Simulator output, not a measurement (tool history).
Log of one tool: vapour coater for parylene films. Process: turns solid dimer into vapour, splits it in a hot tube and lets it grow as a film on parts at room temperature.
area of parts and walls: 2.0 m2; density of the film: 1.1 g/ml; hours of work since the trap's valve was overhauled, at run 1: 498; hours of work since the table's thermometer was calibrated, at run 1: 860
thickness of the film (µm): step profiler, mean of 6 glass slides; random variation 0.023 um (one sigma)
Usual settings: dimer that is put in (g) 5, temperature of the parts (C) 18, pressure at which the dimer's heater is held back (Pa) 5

run,hour,dimer that is put in (g),temperature of the parts (C),pressure at which the dimer's heater is held back (Pa),hours of work since the trap's valve was overhauled,hours of work since the table's thermometer was calibrated,thickness of the film (µm)
1,0,5,18,5,498,860,1.34
# hour 61.2: trap's valve overhauled
2,61.2,5,18,5,0,884,1.49
3,122.8,5,18,5,26,909,1.53
4,163.4,5,18,5,43,926,1.46
5,199.7,3,18,5,58,941,0.85
6,264,5,18,5,85,968,1.43
7,311,5,18,5,104,988,1.41
8,346.8,5,18,5,119,1003,1.42
9,383.9,5,18,5,135,1018,1.43
10,441.6,5,18,5,159,1042,1.44
11,500.8,5,18,2.1,183,1067,1.58
12,562.5,5,18,2.1,209,1093,1.53
13,612.7,5,18,5,230,1113,1.38
14,675.1,5,18,5,256,1139,1.39
15,717,5,18,5,273,1157,1.38
16,772.1,5,18,5,296,1180,1.39

The next listed run, before its measurement:
17,828.5,6,18,3.44,320,1203,?

{"run 17": {"thickness of the film (µm)": 1.69}}
Without the tool's hidden state the same run would have given thickness of the film (µm) 1.84.
